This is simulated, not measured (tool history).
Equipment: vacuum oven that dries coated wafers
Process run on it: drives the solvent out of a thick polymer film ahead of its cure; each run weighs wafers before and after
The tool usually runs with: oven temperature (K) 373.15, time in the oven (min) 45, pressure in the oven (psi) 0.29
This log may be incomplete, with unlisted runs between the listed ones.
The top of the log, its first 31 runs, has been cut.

run	hour	oven temperature (K)	time in the oven (min)	pressure in the oven (psi)	hours of work since the thermocouples were calibrated	hours of work since the vacuum gauge was cleaned of residue	solvent left in the film (%)
32	890.8	361.15	23	1.069	444	399	20.45
33	915.4	375.15	62	0.29	455	410	3.44
# hour 919.6: vacuum gauge cleaned of residue and calibrated
34	933.3	367.15	33	0.29	462	6	8.08
35	954.4	367.15	33	0.29	472	15	8.06
36	982.4	367.15	33	0.29	484	28	7.85
37	1009	387.15	33	0.58	496	39	4.49
38	1048.4	372.15	33	0.58	513	56	8.91
# hour 1052.4: vacuum gauge cleaned of residue and calibrated, once more
39	1069.2	372.15	33	0.58	521	7	8.87
40	1096.2	360.15	33	0.267	533	19	10.61
41	1136.5	375.15	27	0.146	551	37	4.3
42	1173.9	371.15	45	0.906	567	53	11.82
43	1211	373.15	45	0.582	584	70	7.57
44	1248.8	373.15	38	0.173	600	86	3.63
45	1285.4	373.15	38	0.177	616	102	3.75
46	1322.6	374.15	23	0.699	632	118	10.55

Alternative continuations, all from the tool just after run 46; predict every row:
A	1357.3	377.15	33	0.167	648	134	?
B	1357.3	373.15	45	0.354	648	134	?
C	1357.3	380.15	42	0.222	648	134	?

run	solvent left in the film (%)
A	3
B	5
C	2.42
With no hidden state in the tool, these same runs would have given:
run	solvent left in the film (%)
A	3.19
B	5.23
C	2.52

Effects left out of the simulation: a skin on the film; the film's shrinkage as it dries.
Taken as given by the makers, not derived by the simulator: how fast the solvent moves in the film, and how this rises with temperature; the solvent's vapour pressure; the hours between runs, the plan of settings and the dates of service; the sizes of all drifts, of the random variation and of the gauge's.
